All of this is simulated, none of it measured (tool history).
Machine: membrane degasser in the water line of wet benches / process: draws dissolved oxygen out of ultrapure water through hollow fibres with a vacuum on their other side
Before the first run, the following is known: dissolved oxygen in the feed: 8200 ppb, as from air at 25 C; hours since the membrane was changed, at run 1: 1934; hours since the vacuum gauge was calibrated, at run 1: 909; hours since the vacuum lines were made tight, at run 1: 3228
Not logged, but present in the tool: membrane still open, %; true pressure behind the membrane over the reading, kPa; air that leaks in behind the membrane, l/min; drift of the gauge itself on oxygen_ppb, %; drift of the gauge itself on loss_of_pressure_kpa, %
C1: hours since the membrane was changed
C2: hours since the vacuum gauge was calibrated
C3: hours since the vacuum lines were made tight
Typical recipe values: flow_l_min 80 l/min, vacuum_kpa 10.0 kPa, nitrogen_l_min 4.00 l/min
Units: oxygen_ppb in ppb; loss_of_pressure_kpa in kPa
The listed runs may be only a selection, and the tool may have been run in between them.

run 1 hour=0.0 | flow_l_min=80 vacuum_kpa=10.0 nitrogen_l_min=4.00 | C1=1934 C2=909 C3=3228 | oxygen_ppb=300.0 loss_of_pressure_kpa=34.56
run 2 hour=39.4 | flow_l_min=80 vacuum_kpa=10.0 nitrogen_l_min=4.00 | C1=1973 C2=949 C3=3268 | oxygen_ppb=301.0 loss_of_pressure_kpa=34.27
run 3 hour=65.7 | flow_l_min=80 vacuum_kpa=10.0 nitrogen_l_min=4.00 | C1=2000 C2=975 C3=3294 | oxygen_ppb=301.5 loss_of_pressure_kpa=34.31
run 4 hour=121.3 | flow_l_min=80 vacuum_kpa=10.0 nitrogen_l_min=4.00 | C1=2055 C2=1031 C3=3350 | oxygen_ppb=300.8 loss_of_pressure_kpa=34.64
run 5 hour=158.3 | flow_l_min=80 vacuum_kpa=10.0 nitrogen_l_min=4.00 | C1=2092 C2=1068 C3=3387 | oxygen_ppb=301.2 loss_of_pressure_kpa=34.77
run 6 hour=204.7 | flow_l_min=101 vacuum_kpa=10.0 nitrogen_l_min=4.00 | C1=2139 C2=1114 C3=3433 | oxygen_ppb=368.8 loss_of_pressure_kpa=43.70
run 7 hour=255.5 | flow_l_min=80 vacuum_kpa=10.0 nitrogen_l_min=9.95 | C1=2189 C2=1165 C3=3484 | oxygen_ppb=134.7 loss_of_pressure_kpa=34.70
run 8 hour=297.9 | flow_l_min=80 vacuum_kpa=10.0 nitrogen_l_min=9.95 | C1=2232 C2=1207 C3=3526 | oxygen_ppb=135.7 loss_of_pressure_kpa=34.57
run 9 hour=336.9 | flow_l_min=80 vacuum_kpa=10.0 nitrogen_l_min=4.60 | C1=2271 C2=1246 C3=3565 | oxygen_ppb=268.0 loss_of_pressure_kpa=34.26
run 10 hour=390.9 | flow_l_min=80 vacuum_kpa=10.0 nitrogen_l_min=4.60 | C1=2325 C2=1300 C3=3619 | oxygen_ppb=266.5 loss_of_pressure_kpa=34.69
run 11 hour=438.0 | flow_l_min=57 vacuum_kpa=10.0 nitrogen_l_min=4.10 | C1=2372 C2=1347 C3=3666 | oxygen_ppb=218.3 loss_of_pressure_kpa=24.68
run 12 hour=468.2 | flow_l_min=57 vacuum_kpa=10.0 nitrogen_l_min=4.10 | C1=2402 C2=1377 C3=3697 | oxygen_ppb=216.0 loss_of_pressure_kpa=24.82
run 13 hour=525.2 | flow_l_min=92 vacuum_kpa=19.2 nitrogen_l_min=2.37 | C1=2459 C2=1435 C3=3754 | oxygen_ppb=1119.8 loss_of_pressure_kpa=39.64
run 14 hour=579.1 | flow_l_min=103 vacuum_kpa=19.2 nitrogen_l_min=2.37 | C1=2513 C2=1488 C3=3808 | oxygen_ppb=1219.9 loss_of_pressure_kpa=44.77
run 15 hour=631.2 | flow_l_min=100 vacuum_kpa=14.4 nitrogen_l_min=4.00 | C1=2565 C2=1541 C3=3860 | oxygen_ppb=579.3 loss_of_pressure_kpa=43.37
run 16 hour=677.9 | flow_l_min=80 vacuum_kpa=7.0 nitrogen_l_min=3.60 | C1=2612 C2=1587 C3=3906 | oxygen_ppb=191.2 loss_of_pressure_kpa=34.70
run 17 hour=734.0 | flow_l_min=80 vacuum_kpa=14.1 nitrogen_l_min=4.92 | C1=2668 C2=1643 C3=3962 | oxygen_ppb=393.6 loss_of_pressure_kpa=34.46

Consider 4 possible next runs. They are alternatives, not a sequence: every one starts from the tool as it was left by run 17. What does each give?
run A hour=768.1 | flow_l_min=49 vacuum_kpa=14.1 nitrogen_l_min=4.92 | C1=2702 C2=1677 C3=3997 | oxygen_ppb=? loss_of_pressure_kpa=?
run B hour=768.1 | flow_l_min=59 vacuum_kpa=14.1 nitrogen_l_min=4.92 | C1=2702 C2=1677 C3=3997 | oxygen_ppb=? loss_of_pressure_kpa=?
run C hour=768.1 | flow_l_min=97 vacuum_kpa=9.6 nitrogen_l_min=10.85 | C1=2702 C2=1677 C3=3997 | oxygen_ppb=? loss_of_pressure_kpa=?
run D hour=768.1 | flow_l_min=89 vacuum_kpa=18.2 nitrogen_l_min=4.54 | C1=2702 C2=1677 C3=3997 | oxygen_ppb=? loss_of_pressure_kpa=?

run=A oxygen_ppb=252.9 loss_of_pressure_kpa=21.12
run=B oxygen_ppb=295.9 loss_of_pressure_kpa=25.43
run=C oxygen_ppb=145.6 loss_of_pressure_kpa=41.84
run=D oxygen_ppb=619.2 loss_of_pressure_kpa=38.36
Without the tool's unlogged condition, the same runs would have read:
run=A oxygen_ppb=251.1 loss_of_pressure_kpa=20.73
run=B oxygen_ppb=293.8 loss_of_pressure_kpa=24.96
run=C oxygen_ppb=143.2 loss_of_pressure_kpa=41.07
run=D oxygen_ppb=615.8 loss_of_pressure_kpa=37.66
